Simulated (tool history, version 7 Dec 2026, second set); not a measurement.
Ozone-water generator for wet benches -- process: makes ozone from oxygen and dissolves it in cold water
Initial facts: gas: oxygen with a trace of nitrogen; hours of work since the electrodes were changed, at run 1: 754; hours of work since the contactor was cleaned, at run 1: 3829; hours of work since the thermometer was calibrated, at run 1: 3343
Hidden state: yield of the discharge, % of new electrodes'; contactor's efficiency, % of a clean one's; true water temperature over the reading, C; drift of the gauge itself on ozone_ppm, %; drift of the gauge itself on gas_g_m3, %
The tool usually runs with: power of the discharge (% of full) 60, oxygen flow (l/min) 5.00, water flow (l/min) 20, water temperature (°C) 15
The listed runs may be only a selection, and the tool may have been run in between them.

run    hour  power of the discharge (% of full)  oxygen flow (l/min)  water flow (l/min)  water temperature (°C)  hours of work since the electrodes were changed  hours of work since the contactor was cleaned  hours of work since the thermometer was calibrated  dissolved ozone (ppm)  ozone in the gas ahead of the water (g/m3)
  1     0.0                                  60                 5.00                  20                      15                                              754                                           3829                                                3343                   22.0                                       190.5
  2    49.4                                  60                 5.00                  20                      15                                              803                                           3878                                                3392                   21.6                                       192.8
  3   118.2                                  60                 5.00                  20                       8                                              870                                           3946                                                3459                   24.0                                       188.1
  4   177.4                                  60                 5.00                  20                       8                                              929                                           4004                                                3518                   23.6                                       190.3
  5   267.2                                  71                 5.00                  20                      15                                             1017                                           4093                                                3606                   24.2                                       213.4
  6   333.3                                  71                 5.00                  20                      15                                             1083                                           4158                                                3672                   24.2                                       215.2
  7   371.9                                  71                 5.00                  20                      15                                             1121                                           4196                                                3710                   24.6                                       210.7
  8   449.3                                  71                 2.51                  20                      15                                             1197                                           4272                                                3786                   21.0                                       293.8
  9   489.9                                  71                 6.13                  20                      15                                             1237                                           4312                                                3826                   24.7                                       192.8
 10   551.6                                  61                 5.00                  20                      15                                             1298                                           4373                                                3887                   21.4                                       190.7
 11   612.6                                  60                 5.00                  20                      15                                             1358                                           4433                                                3947                   21.6                                       187.5
 12   675.7                                  60                 5.00                  20                      15                                             1420                                           4495                                                4009                   21.6                                       188.7
 13   768.7                                  60                 5.00                  20                      15                                             1512                                           4587                                                4101                   21.3                                       188.8
 14   827.7                                  60                 5.00                  20                      15                                             1570                                           4645                                                4159                   21.3                                       185.9
 15   913.1                                  60                 5.00                  20                      15                                             1654                                           4729                                                4243                   21.3                                       187.3
 16   991.2                                  60                 5.00                  20                      15                                             1731                                           4806                                                4320                   21.4                                       187.3
 17  1034.0                                  51                 5.00                  28                       9                                             1773                                           4849                                                4362                   15.6                                       166.0
 18  1092.5                                  50                 3.79                  24                       9                                             1831                                           4906                                                4420                   16.6                                       188.6
 19  1178.4                                  50                 3.79                  24                       9                                             1916                                           4991                                                4505                   16.5                                       187.2
 20  1222.2                                  50                 3.79                  24                       9                                             1959                                           5034                                                4548                   16.2                                       188.2
 21  1310.6                                  50                 3.91                  22                       9                                             2046                                           5121                                                4635                   18.0                                       183.1
     1318.6  -- water thermometer calibrated
 22  1351.2                                  77                 3.56                  24                      17                                             2086                                           5161                                                  32                   20.3                                       261.5
 23  1434.2                                  66                 4.32                  19                      15                                             2167                                           5243                                                 114                   23.2                                       214.2
 24  1527.7                                  61                 3.50                  17                      13                                             2259                                           5335                                                 206                   23.6                                       221.8
 25  1612.9                                  59                 5.00                  20                      19                                             2343                                           5419                                                 290                   19.8                                       183.6
 26  1697.6                                  59                 5.00                  20                      19                                             2427                                           5502                                                 374                   19.8                                       184.8
 27  1769.3                                  54                 4.24                  21                       9                                             2498                                           5573                                                 444                   19.7                                       187.8
     1804.0  -- water thermometer calibrated, once more
 28  1844.5                                  60                 6.48                  13                      15                                             2571                                           5647                                                  40                   27.9                                       164.8
 29  1884.2                                  98                 5.00                  20                       9                                             2610                                           5686                                                  79                   32.0                                       259.2

5 ways to go on from here, each from the tool as it stands after run 29. What would each give?
     1900.0  -- contactor cleaned
  A  1930.7                                  60                 5.00                  16                      18                                             2652                                             30                                                 121                      ?                                           ?
     1900.0  -- contactor cleaned
  B  1930.7                                  98                 5.42                  20                       9                                             2652                                             30                                                 121                      ?                                           ?
     1900.0  -- contactor cleaned
  C  1930.7                                  78                 8.69                  20                      15                                             2652                                             30                                                 121                      ?                                           ?
     1900.0  -- contactor cleaned
  D  1930.7                                  67                 5.00                  20                      16                                             2652                                             30                                                 121                      ?                                           ?
     1900.0  -- contactor cleaned
  E  1930.7                                  54                 5.00                  27                      15                                             2652                                             30                                                 121                      ?                                           ?

run  dissolved ozone (ppm)  ozone in the gas ahead of the water (g/m3)
  A                   24.3                                       184.9
  B                   33.6                                       250.7
  C                   27.2                                       174.4
  D                   23.5                                       199.5
  E                   16.2                                       174.1
Had the tool no hidden state, the same runs would have come out as:
run  dissolved ozone (ppm)  ozone in the gas ahead of the water (g/m3)
  A                   25.4                                       192.3
  B                   35.6                                       264.8
  C                   28.6                                       182.9
  D                   24.6                                       208.3
  E                   16.8                                       180.5
